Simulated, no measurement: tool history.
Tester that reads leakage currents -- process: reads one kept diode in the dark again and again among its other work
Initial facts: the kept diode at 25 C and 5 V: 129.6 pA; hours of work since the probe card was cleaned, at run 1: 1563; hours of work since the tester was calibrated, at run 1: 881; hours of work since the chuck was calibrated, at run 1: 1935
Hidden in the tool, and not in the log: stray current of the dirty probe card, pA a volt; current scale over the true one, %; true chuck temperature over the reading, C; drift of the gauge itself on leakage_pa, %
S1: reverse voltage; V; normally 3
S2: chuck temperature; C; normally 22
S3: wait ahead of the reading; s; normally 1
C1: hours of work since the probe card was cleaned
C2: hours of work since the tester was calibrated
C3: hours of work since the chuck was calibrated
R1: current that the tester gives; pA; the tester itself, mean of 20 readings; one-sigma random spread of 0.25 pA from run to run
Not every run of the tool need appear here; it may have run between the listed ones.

{"run": 1, "day": 0.0, "S1": 3, "S2": 22, "S3": 1, "C1": 1563, "C2": 881, "C3": 1935, "R1": 82.13}
{"run": 2, "day": 1.121, "S1": 3, "S2": 22, "S3": 1, "C1": 1584, "C2": 902, "C3": 1955, "R1": 82.17}
{"run": 3, "day": 2.329, "S1": 3, "S2": 22, "S3": 1, "C1": 1607, "C2": 925, "C3": 1978, "R1": 82.57}
{"run": 4, "day": 3.346, "S1": 3, "S2": 22, "S3": 1, "C1": 1626, "C2": 943, "C3": 1997, "R1": 82.09}
{"run": 5, "day": 4.383, "S1": 3, "S2": 22, "S3": 1, "C1": 1645, "C2": 963, "C3": 2016, "R1": 82.04}
{"run": 6, "day": 5.021, "S1": 3, "S2": 22, "S3": 1, "C1": 1657, "C2": 974, "C3": 2028, "R1": 82.04}
{"run": 7, "day": 5.817, "S1": 3, "S2": 22, "S3": 1, "C1": 1671, "C2": 989, "C3": 2043, "R1": 81.93}
{"run": 8, "day": 7.079, "S1": 3, "S2": 22, "S3": 1, "C1": 1695, "C2": 1013, "C3": 2066, "R1": 81.76}
{"day": 8.146, "done": "probe card cleaned and baked"}
{"run": 9, "day": 8.146, "S1": 3, "S2": 22, "S3": 1, "C1": 0, "C2": 1030, "C3": 2083, "R1": 82.57}
{"run": 10, "day": 9.183, "S1": 3.2, "S2": 46, "S3": 1.96, "C1": 19, "C2": 1049, "C3": 2103, "R1": 727.49}
{"run": 11, "day": 10.142, "S1": 3.2, "S2": 46, "S3": 1.96, "C1": 37, "C2": 1067, "C3": 2120, "R1": 730.76}
{"run": 12, "day": 11.554, "S1": 16.11, "S2": 24, "S3": 1.96, "C1": 63, "C2": 1093, "C3": 2147, "R1": 182.49}
{"run": 13, "day": 12.683, "S1": 16.11, "S2": 24, "S3": 1.96, "C1": 84, "C2": 1114, "C3": 2168, "R1": 182.71}
{"run": 14, "day": 13.529, "S1": 4.33, "S2": 55, "S3": 0.71, "C1": 100, "C2": 1130, "C3": 2183, "R1": 1701.2}
{"run": 15, "day": 14.225, "S1": 7.81, "S2": 29, "S3": 2.41, "C1": 113, "C2": 1143, "C3": 2196, "R1": 223.22}
{"run": 16, "day": 15.538, "S1": 1.15, "S2": 22, "S3": 1, "C1": 137, "C2": 1167, "C3": 2220, "R1": 57.96}
{"run": 17, "day": 16.975, "S1": 3.58, "S2": 22, "S3": 0.82, "C1": 164, "C2": 1194, "C3": 2247, "R1": 88.1}
{"run": 18, "day": 18.083, "S1": 3, "S2": 22, "S3": 1.53, "C1": 184, "C2": 1214, "C3": 2268, "R1": 81.82}

Below, each run's measurement less what the same run would have read without the hidden state. Both values contain the same run-to-run variation, but the gauge's scatter may not be the same in both:
run=1 R1=+0.12
run=2 R1=+0.13
run=3 R1=+0.12
run=4 R1=+0.12
run=5 R1=+0.13
run=6 R1=+0.13
run=7 R1=+0.12
run=8 R1=+0.12
run=9 R1=+0.12
run=10 R1=+0.94
run=11 R1=+0.96
run=12 R1=+0.28
run=13 R1=+0.28
run=14 R1=+2.17
run=15 R1=+0.34
run=16 R1=+0.09
run=17 R1=+0.14
run=18 R1=+0.13

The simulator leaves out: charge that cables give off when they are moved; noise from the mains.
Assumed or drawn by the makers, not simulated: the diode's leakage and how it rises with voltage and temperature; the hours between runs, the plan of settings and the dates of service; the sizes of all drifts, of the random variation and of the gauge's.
